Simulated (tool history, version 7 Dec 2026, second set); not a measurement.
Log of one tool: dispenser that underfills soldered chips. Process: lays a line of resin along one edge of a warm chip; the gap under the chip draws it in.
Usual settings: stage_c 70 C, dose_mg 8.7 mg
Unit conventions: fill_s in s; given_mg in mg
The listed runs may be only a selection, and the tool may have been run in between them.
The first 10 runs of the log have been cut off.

run   hour  stage_c  dose_mg  hours of work since the syringe was changed  hours of work since the valve was cleaned  hours of work since the stage was calibrated  fill_s  given_mg
     123.5  -- new syringe of resin
 11  129.8       69      8.7                                            5                                         33                                           419    80.5      8.57
     134.2  -- new syringe of resin
 12  138.6       69      8.7                                            3                                         39                                           425      74      8.57
     145.1  -- new syringe of resin
 13  149.1       69      8.7                                            3                                         46                                           433    71.5      8.56
       156  -- new syringe of resin
 14  163.7       69      8.7                                            6                                         57                                           443    83.3      8.52
     166.6  -- new syringe of resin
 15  174.3       69     7.49                                            6                                         64                                           450      88      7.31
     176.5  -- dispensing valve cleaned and set on the balance
     178.8  -- new syringe of resin
 16    184       69     9.49                                            4                                          5                                           457    73.7      9.49
     190.5  -- new syringe of resin
 17  197.1       69     9.49                                            5                                         15                                           466    79.3      9.44
     202.3  -- new syringe of resin
 18  211.2       69     9.49                                            7                                         25                                           476    86.7       9.4
       214  -- new syringe of resin
     225.1  -- new syringe of resin
 19  225.1       80    10.54                                            0                                         34                                           485    33.8     10.43
     236.5  -- new syringe of resin
 20  240.3       70     9.37                                            3                                         45                                           496    65.1      9.22
     247.3  -- new syringe of resin
 21  249.9       71    11.17                                            2                                         52                                           503    58.8     10.93
       259  -- new syringe of resin
 22  266.3       71    11.17                                            5                                         63                                           515      71      10.9
     269.8  -- new syringe of resin
     270.8  -- dispensing valve cleaned and set on the balance
     281.6  -- new syringe of resin
 23  281.6       81    10.63                                            0                                          8                                           525    31.7     10.61
     292.5  -- new syringe of resin
 24  297.7       68      7.9                                            4                                         19                                           536    78.3      7.85
     304.3  -- new syringe of resin
 25  307.2       56     8.61                                            2                                         26                                           543   129.2      8.56
     315.1  -- new syringe of resin
 26  320.7       74     7.55                                            4                                         35                                           552    58.9      7.48
     326.4  -- new syringe of resin
 27  333.1       78     7.48                                            5                                         44                                           561    52.6      7.38
     337.3  -- new syringe of resin
 28    344       78     7.48                                            5                                         52                                           569    50.4      7.37
     348.1  -- new syringe of resin
 29  354.6       65     9.32                                            5                                         59                                           576      91      9.14
     359.5  -- new syringe of resin
     364.5  -- dispensing valve cleaned and set on the balance
 30  369.5       75     9.32                                            7                                          4                                           586    62.3      9.27
     371.3  -- new syringe of resin
 31  377.2       65      8.7                                            4                                          9                                           591    90.2      8.64
       382  -- stage's temperature calibrated
     383.2  -- new syringe of resin
 32  387.9       68     7.46                                            3                                         16                                             4    94.8      7.37
     394.7  -- new syringe of resin
 33  397.2       84     7.45                                            2                                         22                                            11    38.4       7.4

Consider 3 possible next runs. They are alternatives, not a sequence: every one starts from the tool as it was left by run 33. What does each give?
     406.6  -- new syringe of resin
  A   413       61    10.68                                            5                                         34                                            22       ?         ?
     406.6  -- new syringe of resin
  B   413       59     9.67                                            5                                         34                                            22       ?         ?
     406.6  -- new syringe of resin
  C   413       76      8.7                                            5                                         34                                            22       ?         ?

run  fill_s  given_mg
  A   141.7      10.5
  B   156.7      9.52
  C      67      8.58
Stripped of hidden state, with their random variation kept, the same runs would have yielded:
run  fill_s  given_mg
  A     105     10.65
  B   116.1      9.66
  C    49.6       8.7

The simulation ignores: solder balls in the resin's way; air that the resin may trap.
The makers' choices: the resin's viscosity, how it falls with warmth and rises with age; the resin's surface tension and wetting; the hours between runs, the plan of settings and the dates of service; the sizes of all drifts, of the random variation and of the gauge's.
